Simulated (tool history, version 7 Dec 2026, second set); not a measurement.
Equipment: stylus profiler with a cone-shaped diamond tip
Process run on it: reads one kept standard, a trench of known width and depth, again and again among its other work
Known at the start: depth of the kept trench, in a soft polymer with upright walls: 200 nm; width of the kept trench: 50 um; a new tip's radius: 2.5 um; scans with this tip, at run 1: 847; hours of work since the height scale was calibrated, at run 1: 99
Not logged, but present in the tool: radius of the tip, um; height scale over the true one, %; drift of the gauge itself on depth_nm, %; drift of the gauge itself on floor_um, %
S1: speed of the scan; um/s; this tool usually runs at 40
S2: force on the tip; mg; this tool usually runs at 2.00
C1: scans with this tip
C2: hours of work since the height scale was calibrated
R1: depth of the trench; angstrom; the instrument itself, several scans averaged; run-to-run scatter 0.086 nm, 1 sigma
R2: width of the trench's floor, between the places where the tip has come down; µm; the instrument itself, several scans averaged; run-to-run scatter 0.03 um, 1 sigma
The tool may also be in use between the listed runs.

{"run": 1, "hour": 0.0, "S1": 40, "S2": 2.0, "C1": 847, "C2": 99, "R1": 2013.0, "R2": 47.71}
{"run": 2, "hour": 20.6, "S1": 40, "S2": 2.0, "C1": 980, "C2": 115, "R1": 2012.6, "R2": 47.72}
{"run": 3, "hour": 48.4, "S1": 40, "S2": 2.0, "C1": 1158, "C2": 136, "R1": 2012.9, "R2": 47.68}
{"run": 4, "hour": 76.5, "S1": 40, "S2": 5.91, "C1": 1338, "C2": 157, "R1": 2026.0, "R2": 47.79}
{"run": 5, "hour": 89.9, "S1": 40, "S2": 5.91, "C1": 1424, "C2": 167, "R1": 2026.0, "R2": 47.85}
{"run": 6, "hour": 106.1, "S1": 40, "S2": 2.0, "C1": 1528, "C2": 179, "R1": 2011.6, "R2": 47.64}
{"run": 7, "hour": 128.9, "S1": 40, "S2": 2.0, "C1": 1674, "C2": 196, "R1": 2012.1, "R2": 47.66}
{"run": 8, "hour": 148.5, "S1": 40, "S2": 2.0, "C1": 1800, "C2": 211, "R1": 2012.3, "R2": 47.63}
{"run": 9, "hour": 171.7, "S1": 40, "S2": 2.0, "C1": 1949, "C2": 228, "R1": 2012.0, "R2": 47.59}
{"run": 10, "hour": 186.8, "S1": 23, "S2": 2.0, "C1": 2046, "C2": 240, "R1": 2011.4, "R2": 47.69}
{"run": 11, "hour": 203.3, "S1": 40, "S2": 1.04, "C1": 2152, "C2": 252, "R1": 2006.4, "R2": 47.48}
{"run": 12, "hour": 225.2, "S1": 40, "S2": 2.0, "C1": 2292, "C2": 268, "R1": 2011.9, "R2": 47.59}
{"run": 13, "hour": 238.8, "S1": 40, "S2": 3.93, "C1": 2380, "C2": 279, "R1": 2018.6, "R2": 47.66}
{"run": 14, "hour": 262.5, "S1": 40, "S2": 0.82, "C1": 2532, "C2": 296, "R1": 2004.9, "R2": 47.46}
{"run": 15, "hour": 285.8, "S1": 40, "S2": 2.0, "C1": 2681, "C2": 314, "R1": 2011.8, "R2": 47.54}
{"run": 16, "hour": 303.3, "S1": 40, "S2": 2.0, "C1": 2793, "C2": 327, "R1": 2010.4, "R2": 47.58}
{"run": 17, "hour": 321.4, "S1": 40, "S2": 2.0, "C1": 2909, "C2": 341, "R1": 2011.6, "R2": 47.51}
{"run": 18, "hour": 340.5, "S1": 40, "S2": 3.18, "C1": 3032, "C2": 355, "R1": 2015.5, "R2": 47.57}
{"run": 19, "hour": 371.3, "S1": 40, "S2": 2.0, "C1": 3230, "C2": 378, "R1": 2010.9, "R2": 47.49}
{"run": 20, "hour": 394.3, "S1": 40, "S2": 2.0, "C1": 3377, "C2": 395, "R1": 2008.6, "R2": 47.52}
{"run": 21, "hour": 407.3, "S1": 40, "S2": 2.0, "C1": 3460, "C2": 405, "R1": 2010.8, "R2": 47.48}
{"run": 22, "hour": 432.8, "S1": 40, "S2": 4.28, "C1": 3624, "C2": 424, "R1": 2018.9, "R2": 47.54}
{"run": 23, "hour": 458.8, "S1": 79, "S2": 2.8, "C1": 3791, "C2": 444, "R1": 2014.0, "R2": 47.26}
{"run": 24, "hour": 489.5, "S1": 20, "S2": 4.9, "C1": 3988, "C2": 467, "R1": 2021.4, "R2": 47.57}
{"run": 25, "hour": 504.5, "S1": 29, "S2": 1.9, "C1": 4084, "C2": 478, "R1": 2009.4, "R2": 47.44}
{"run": 26, "hour": 523.1, "S1": 10, "S2": 4.82, "C1": 4203, "C2": 492, "R1": 2021.3, "R2": 47.66}
{"run": 27, "hour": 551.8, "S1": 10, "S2": 4.82, "C1": 4387, "C2": 514, "R1": 2021.5, "R2": 47.58}
{"hour": 553.6, "done": "height scale calibrated on a step standard"}
{"run": 28, "hour": 572.3, "S1": 30, "S2": 1.51, "C1": 4515, "C2": 14, "R1": 2006.1, "R2": 47.36}
{"run": 29, "hour": 586.3, "S1": 106, "S2": 5.71, "C1": 4605, "C2": 25, "R1": 2022.0, "R2": 47.22}
{"run": 30, "hour": 613.5, "S1": 106, "S2": 5.71, "C1": 4780, "C2": 45, "R1": 2022.6, "R2": 47.15}
{"run": 31, "hour": 638.9, "S1": 11, "S2": 1.18, "C1": 4943, "C2": 64, "R1": 2005.2, "R2": 47.48}
{"run": 32, "hour": 660.0, "S1": 11, "S2": 1.18, "C1": 5078, "C2": 80, "R1": 2004.8, "R2": 47.5}
{"hour": 691.4, "done": "height scale calibrated on a step standard, once more"}
{"run": 33, "hour": 691.4, "S1": 11, "S2": 1.18, "C1": 5276, "C2": 0, "R1": 2009.8, "R2": 47.44}
{"run": 34, "hour": 705.0, "S1": 124, "S2": 5.0, "C1": 5364, "C2": 10, "R1": 2025.0, "R2": 47.09}
{"run": 35, "hour": 735.0, "S1": 41, "S2": 0.82, "C1": 5556, "C2": 33, "R1": 2007.0, "R2": 47.14}
{"run": 36, "hour": 764.4, "S1": 57, "S2": 2.0, "C1": 5745, "C2": 55, "R1": 2013.2, "R2": 47.18}
{"run": 37, "hour": 784.8, "S1": 38, "S2": 3.33, "C1": 5875, "C2": 70, "R1": 2018.3, "R2": 47.29}
{"run": 38, "hour": 802.9, "S1": 12, "S2": 1.85, "C1": 5992, "C2": 84, "R1": 2013.4, "R2": 47.41}
{"run": 39, "hour": 819.9, "S1": 98, "S2": 2.04, "C1": 6101, "C2": 97, "R1": 2014.6, "R2": 46.89}
{"run": 40, "hour": 839.4, "S1": 16, "S2": 1.83, "C1": 6226, "C2": 111, "R1": 2012.2, "R2": 47.35}
{"run": 41, "hour": 853.0, "S1": 16, "S2": 1.83, "C1": 6313, "C2": 121, "R1": 2012.7, "R2": 47.39}

Run 42, settings as shown, results not yet in. Your forecast:
{"run": 42, "hour": 877.6, "S1": 92, "S2": 0.92, "C1": 6471, "C2": 140, "R1": "?", "R2": "?"}

R1: 2007.5 angstrom
R2: 46.63 µm
On a tool with no hidden condition, and with the same random variation, this run would have come out at R1 2007.4 angstrom, R2 47.20 µm.
